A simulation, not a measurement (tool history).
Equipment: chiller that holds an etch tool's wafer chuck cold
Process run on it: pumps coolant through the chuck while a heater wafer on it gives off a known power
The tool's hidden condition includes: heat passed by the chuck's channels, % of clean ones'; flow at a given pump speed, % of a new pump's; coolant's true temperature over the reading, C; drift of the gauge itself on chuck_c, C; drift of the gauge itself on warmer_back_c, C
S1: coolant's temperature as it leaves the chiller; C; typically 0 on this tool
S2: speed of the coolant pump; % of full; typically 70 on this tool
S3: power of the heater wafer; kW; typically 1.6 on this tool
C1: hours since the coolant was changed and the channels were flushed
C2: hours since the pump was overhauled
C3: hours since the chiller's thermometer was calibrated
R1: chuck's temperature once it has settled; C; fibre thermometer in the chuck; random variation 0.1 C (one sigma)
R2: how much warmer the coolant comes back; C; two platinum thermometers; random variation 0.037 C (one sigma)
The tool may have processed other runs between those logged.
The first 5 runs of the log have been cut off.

run	hour	S1	S2	S3	C1	C2	C3	R1	R2
6	145.3	0	70	2.087	2108	741	1294	18.5	9.66
7	180.5	0	70	1.6	2144	776	1329	14.2	7.4
8	208.4	0	70	1.6	2172	804	1357	14	7.37
9	234.2	0	70	1.6	2197	830	1383	14.2	7.38
10	265.4	0	70	1.6	2229	861	1414	14.2	7.46
11	287.1	0	70	1.6	2250	883	1436	14.3	7.43
12	306.9	0	70	1.6	2270	903	1456	14.3	7.48
13	337.4	0	70	1.6	2301	933	1486	14.2	7.43
14	361.5	0	70	1.6	2325	957	1510	14.3	7.43
15	395.8	0	70	1.333	2359	992	1545	11.8	6.23
16	412.9	0	70	1.333	2376	1009	1562	11.9	6.24
17	444.6	0	86	1.123	2408	1041	1593	8.3	4.16
18	467.6	-4	76	1.6	2431	1064	1616	9.1	6.83
19	498.6	0	89	2	2462	1095	1647	14.6	7.26
20	516.9	0	91	0.91	2480	1113	1666	6.4	3.29
21	549.3	0	91	0.91	2512	1145	1698	6.3	3.26

Run 22, settings as shown, results not yet in. Your forecast:
22	569.1	-9	79	1.067	2532	1165	1718	?	?

R1: -0.3 C
R2: 4.43 C
Were there no unlogged condition in the tool, this run, its random variation unchanged, would have produced R1 -0.8 C, R2 4.33 C.
